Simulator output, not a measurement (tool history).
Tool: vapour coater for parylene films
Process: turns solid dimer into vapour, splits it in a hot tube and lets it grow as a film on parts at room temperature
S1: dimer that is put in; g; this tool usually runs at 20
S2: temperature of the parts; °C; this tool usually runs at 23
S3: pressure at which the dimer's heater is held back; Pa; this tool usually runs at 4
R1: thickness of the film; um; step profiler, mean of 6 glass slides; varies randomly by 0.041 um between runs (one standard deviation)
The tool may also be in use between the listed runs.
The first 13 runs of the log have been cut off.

run 14 hour=162.7 | S1=20 S2=23 S3=4 | R1=4.36
run 15 hour=178.3 | S1=20 S2=23 S3=5.23 | R1=4.15
run 16 hour=189.2 | S1=20 S2=23 S3=4 | R1=4.43
run 17 hour=204.7 | S1=20 S2=23 S3=4 | R1=4.32
run 18 hour=212.1 | S1=20 S2=23 S3=4 | R1=4.33
run 19 hour=224.4 | S1=20 S2=23 S3=4 | R1=4.39
run 20 hour=234.1 | S1=31 S2=17 S3=4 | R1=9.2
run 21 hour=245 | S1=13 S2=23 S3=2.66 | R1=3.09
run 22 hour=254.5 | S1=13 S2=23 S3=2.66 | R1=3.13
run 23 hour=264.8 | S1=11 S2=16 S3=2.19 | R1=3.9
run 24 hour=279.1 | S1=20 S2=23 S3=7.63 | R1=3.8
run 25 hour=292.7 | S1=20 S2=23 S3=7.63 | R1=3.84
run 26 hour=305.9 | S1=20 S2=23 S3=7.63 | R1=3.87
run 27 hour=314.8 | S1=20 S2=23 S3=7.63 | R1=3.92
run 28 hour=328.2 | S1=20 S2=23 S3=7.63 | R1=3.86
run 29 hour=336 | S1=14 S2=30 S3=4 | R1=2.19
run 30 hour=348 | S1=14 S2=30 S3=4 | R1=2.22
run 31 hour=358.8 | S1=14 S2=30 S3=4 | R1=2.21
run 32 hour=370.6 | S1=17 S2=21 S3=11.46 | R1=3.29
run 33 hour=378.4 | S1=17 S2=30 S3=5.15 | R1=2.51
-- hour=389.4 trap's valve overhauled
run 34 hour=393.8 | S1=17 S2=30 S3=5.15 | R1=2.5
run 35 hour=401 | S1=20 S2=19 S3=10.99 | R1=4.4
run 36 hour=413.5 | S1=17 S2=19 S3=10.11 | R1=3.78

Branching from run 36: 4 alternative next runs. What would each branch give?
run A hour=426.1 | S1=20 S2=23 S3=2.91 | R1=?
run B hour=426.1 | S1=20 S2=23 S3=5.39 | R1=?
run C hour=426.1 | S1=20 S2=20 S3=5.44 | R1=?
run D hour=426.1 | S1=21 S2=19 S3=10.83 | R1=?

run=A R1=4.78
run=B R1=4.12
run=C R1=4.74
run=D R1=4.62
The same runs, with their run-to-run variation unchanged, on a tool lacking any hidden condition would have given:
run=A R1=4.78
run=B R1=4.12
run=C R1=4.75
run=D R1=4.63
